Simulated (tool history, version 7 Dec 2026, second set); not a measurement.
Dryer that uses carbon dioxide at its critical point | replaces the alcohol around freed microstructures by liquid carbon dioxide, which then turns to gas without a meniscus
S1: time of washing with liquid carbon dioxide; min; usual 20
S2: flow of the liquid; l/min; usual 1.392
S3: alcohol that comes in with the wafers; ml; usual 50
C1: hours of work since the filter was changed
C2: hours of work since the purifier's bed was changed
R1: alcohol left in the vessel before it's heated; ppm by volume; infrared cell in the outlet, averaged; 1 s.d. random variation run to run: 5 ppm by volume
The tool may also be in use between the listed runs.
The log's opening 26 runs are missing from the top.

{"run": 27, "hour": 1140.3, "S1": 25, "S2": 2.09, "S3": 105, "C1": 85, "C2": 33, "R1": 12}
{"run": 28, "hour": 1181.6, "S1": 16, "S2": 2.29, "S3": 60, "C1": 118, "C2": 65, "R1": 14}
{"run": 29, "hour": 1227.8, "S1": 16, "S2": 2.29, "S3": 60, "C1": 154, "C2": 101, "R1": 24}
{"run": 30, "hour": 1277.0, "S1": 16, "S2": 2.29, "S3": 60, "C1": 193, "C2": 140, "R1": 17}
{"run": 31, "hour": 1318.8, "S1": 21, "S2": 2.16, "S3": 97, "C1": 226, "C2": 173, "R1": 29}
{"run": 32, "hour": 1351.6, "S1": 21, "S2": 2.16, "S3": 97, "C1": 251, "C2": 199, "R1": 27}
{"run": 33, "hour": 1385.0, "S1": 28, "S2": 1.392, "S3": 50, "C1": 278, "C2": 225, "R1": 29}
{"run": 34, "hour": 1426.1, "S1": 20, "S2": 0.87, "S3": 50, "C1": 310, "C2": 257, "R1": 406}
{"run": 35, "hour": 1477.8, "S1": 20, "S2": 1.61, "S3": 50, "C1": 351, "C2": 298, "R1": 60}
{"run": 36, "hour": 1507.3, "S1": 25, "S2": 0.95, "S3": 23, "C1": 374, "C2": 321, "R1": 85}
{"run": 37, "hour": 1564.4, "S1": 25, "S2": 1.1, "S3": 73, "C1": 419, "C2": 366, "R1": 126}
{"run": 38, "hour": 1593.7, "S1": 12, "S2": 1.392, "S3": 20, "C1": 442, "C2": 389, "R1": 235}
{"run": 39, "hour": 1642.4, "S1": 17, "S2": 2.06, "S3": 85, "C1": 480, "C2": 427, "R1": 66}
{"run": 40, "hour": 1674.7, "S1": 17, "S2": 0.94, "S3": 76, "C1": 505, "C2": 453, "R1": 918}
{"run": 41, "hour": 1734.1, "S1": 17, "S2": 0.94, "S3": 76, "C1": 552, "C2": 499, "R1": 932}
{"hour": 1744.9, "done": "inlet filter changed"}
{"run": 42, "hour": 1794.3, "S1": 20, "S2": 1.392, "S3": 22, "C1": 39, "C2": 546, "R1": 71}
{"run": 43, "hour": 1855.1, "S1": 19, "S2": 1.39, "S3": 27, "C1": 87, "C2": 594, "R1": 88}
{"run": 44, "hour": 1897.6, "S1": 19, "S2": 1.39, "S3": 27, "C1": 120, "C2": 627, "R1": 89}
{"run": 45, "hour": 1925.0, "S1": 27, "S2": 1.392, "S3": 50, "C1": 142, "C2": 649, "R1": 60}
{"run": 46, "hour": 1958.8, "S1": 20, "S2": 1.392, "S3": 78, "C1": 168, "C2": 675, "R1": 109}
{"run": 47, "hour": 1997.0, "S1": 19, "S2": 1.04, "S3": 78, "C1": 198, "C2": 705, "R1": 377}

Predict each of these 4 candidate next runs independently; none follows another, all start after run 47:
{"run": "A", "hour": 2033.0, "S1": 14, "S2": 1.01, "S3": 29, "C1": 227, "C2": 734, "R1": "?"}
{"run": "B", "hour": 2033.0, "S1": 12, "S2": 1.04, "S3": 78, "C1": 227, "C2": 734, "R1": "?"}
{"run": "C", "hour": 2033.0, "S1": 13, "S2": 0.93, "S3": 46, "C1": 227, "C2": 734, "R1": "?"}
{"run": "D", "hour": 2033.0, "S1": 19, "S2": 1.04, "S3": 117, "C1": 227, "C2": 734, "R1": "?"}

run=A R1=468
run=B R1=1568
run=C R1=1036
run=D R1=560
Had the tool no hidden state, the same runs would have come out as:
run=A R1=350
run=B R1=1330
run=C R1=861
run=D R1=410
